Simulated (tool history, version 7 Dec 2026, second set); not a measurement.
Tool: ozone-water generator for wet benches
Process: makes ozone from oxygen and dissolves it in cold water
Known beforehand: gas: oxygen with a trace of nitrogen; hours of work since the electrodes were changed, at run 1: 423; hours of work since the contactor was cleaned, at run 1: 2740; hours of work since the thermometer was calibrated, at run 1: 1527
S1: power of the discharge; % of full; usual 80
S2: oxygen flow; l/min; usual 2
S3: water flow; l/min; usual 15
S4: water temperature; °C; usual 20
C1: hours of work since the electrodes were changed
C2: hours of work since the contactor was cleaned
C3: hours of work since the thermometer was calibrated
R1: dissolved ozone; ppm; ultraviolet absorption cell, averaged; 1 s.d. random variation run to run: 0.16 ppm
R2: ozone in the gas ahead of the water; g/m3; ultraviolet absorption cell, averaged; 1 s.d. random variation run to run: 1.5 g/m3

run 1 day=0 | S1=80 S2=2 S3=15 S4=20 | C1=423 C2=2740 C3=1527 | R1=19.2 R2=288.5
run 2 day=1.85 | S1=80 S2=2 S3=15 S4=20 | C1=465 C2=2782 C3=1569 | R1=19.2 R2=289.6
run 3 day=5.333 | S1=66 S2=2 S3=15 S4=20 | C1=545 C2=2862 C3=1649 | R1=17 R2=256
run 4 day=8.488 | S1=66 S2=2 S3=15 S4=20 | C1=617 C2=2934 C3=1721 | R1=17.2 R2=255
run 5 day=11.242 | S1=66 S2=2 S3=15 S4=20 | C1=680 C2=2997 C3=1784 | R1=17 R2=256.4
run 6 day=13.721 | S1=66 S2=2 S3=15 S4=20 | C1=736 C2=3054 C3=1841 | R1=16.7 R2=255.1
run 7 day=17.612 | S1=66 S2=2 S3=15 S4=20 | C1=825 C2=3143 C3=1930 | R1=17 R2=254.2
run 8 day=20.4 | S1=66 S2=2 S3=15 S4=20 | C1=889 C2=3206 C3=1993 | R1=16.9 R2=252.7
run 9 day=24.112 | S1=66 S2=2 S3=15 S4=20 | C1=974 C2=3291 C3=2078 | R1=17 R2=253.5
run 10 day=26.262 | S1=66 S2=2 S3=15 S4=20 | C1=1023 C2=3340 C3=2127 | R1=16.6 R2=253.5
run 11 day=29.929 | S1=98 S2=1.19 S3=24 S4=21 | C1=1107 C2=3424 C3=2211 | R1=10.2 R2=402.8
run 12 day=33.829 | S1=80 S2=2 S3=15 S4=25 | C1=1196 C2=3513 C3=2300 | R1=18 R2=282.3
-- day=34.071 water thermometer calibrated
run 13 day=36.654 | S1=63 S2=2 S3=24 S4=13 | C1=1260 C2=3577 C3=59 | R1=9.9 R2=244.6
run 14 day=39.371 | S1=46 S2=2 S3=24 S4=22 | C1=1322 C2=3640 C3=121 | R1=7.8 R2=201.4
run 15 day=41.454 | S1=82 S2=2.56 S3=15 S4=15 | C1=1370 C2=3687 C3=169 | R1=21.4 R2=256.6
run 16 day=43.908 | S1=82 S2=2.56 S3=15 S4=15 | C1=1426 C2=3743 C3=225 | R1=21.2 R2=254.4
-- day=44.625 water thermometer calibrated, once more
run 17 day=45.633 | S1=86 S2=3.55 S3=15 S4=15 | C1=1465 C2=3782 C3=23 | R1=23.1 R2=227
run 18 day=47.833 | S1=86 S2=3.55 S3=15 S4=15 | C1=1515 C2=3833 C3=73 | R1=23.3 R2=227.1
run 19 day=49.9 | S1=86 S2=3.55 S3=15 S4=15 | C1=1562 C2=3880 C3=121 | R1=22.9 R2=225.7

What if the next run were any one of these 5? Each begins from the tool's condition after run 19:
run A day=52.471 | S1=46 S2=1.19 S3=12 S4=20 | C1=1621 C2=3939 C3=179 | R1=? R2=?
run B day=52.471 | S1=80 S2=1.06 S3=15 S4=27 | C1=1621 C2=3939 C3=179 | R1=? R2=?
run C day=52.471 | S1=48 S2=3.55 S3=15 S4=15 | C1=1621 C2=3939 C3=179 | R1=? R2=?
run D day=52.471 | S1=60 S2=2 S3=10 S4=20 | C1=1621 C2=3939 C3=179 | R1=? R2=?
run E day=52.471 | S1=70 S2=2 S3=15 S4=20 | C1=1621 C2=3939 C3=179 | R1=? R2=?

run=A R1=14.5 R2=254.8
run=B R1=14.5 R2=376
run=C R1=15.9 R2=158.1
run=D R1=23.4 R2=236.7
run=E R1=17.2 R2=257
Without the tool's unlogged condition, the same runs would have read:
run=A R1=15.5 R2=260.7
run=B R1=15.7 R2=388.7
run=C R1=17 R2=161.8
run=D R1=24.9 R2=243.4
run=E R1=18.6 R2=265

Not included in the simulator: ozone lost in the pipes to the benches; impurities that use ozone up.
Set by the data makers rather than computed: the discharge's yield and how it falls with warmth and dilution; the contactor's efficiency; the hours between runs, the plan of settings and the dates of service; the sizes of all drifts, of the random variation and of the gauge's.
